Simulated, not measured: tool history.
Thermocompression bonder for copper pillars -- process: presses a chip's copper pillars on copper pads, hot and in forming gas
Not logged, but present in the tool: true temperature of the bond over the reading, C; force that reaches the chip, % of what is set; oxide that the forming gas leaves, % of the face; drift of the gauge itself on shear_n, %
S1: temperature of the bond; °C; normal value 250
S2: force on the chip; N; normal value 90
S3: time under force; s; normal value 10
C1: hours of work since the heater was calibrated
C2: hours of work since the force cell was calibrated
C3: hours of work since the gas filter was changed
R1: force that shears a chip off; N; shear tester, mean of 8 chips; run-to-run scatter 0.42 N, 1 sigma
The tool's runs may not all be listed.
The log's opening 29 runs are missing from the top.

run   hour   S1  S2  S3  C1   C2   C3    R1
     388.1  -- heater calibrated with a thermocouple chip, once more
 30  396.2  220  61  13   4  246  150  27.8
 31  406.3  232  80  12   9  251  155  40.0
 32  423.3  232  70  12  17  259  163  35.6
 33  433.6  232  70  12  22  264  168  35.2
 34  449.6  243  70  27  30  272  176  52.8
 35  459.5  243  70  27  35  277  181  53.4
 36  475.0  257  93  10  43  285  189  53.1
 37  483.2  257  93  10  47  289  193  53.1
 38  496.7  250  70   6  54  295  199  33.1
 39  511.3  225  90  26  61  303  207  51.0

What if the next run were any one of these 5? Each begins from the tool's condition after run 39:
  A  529.1  220  90  17  69  311  215   ?
  B  529.1  239  70  10  69  311  215   ?
  C  529.1  224  95   5  69  311  215   ?
  D  529.1  267  58  26  69  311  215   ?
  E  529.1  256  70  10  69  311  215   ?

run    R1
  A  41.4
  B  35.8
  C  28.5
  D  56.3
  E  42.6
Stripped of hidden state, with their random variation kept, the same runs would have yielded:
run    R1
  A  42.5
  B  36.6
  C  29.2
  D  57.8
  E  43.6
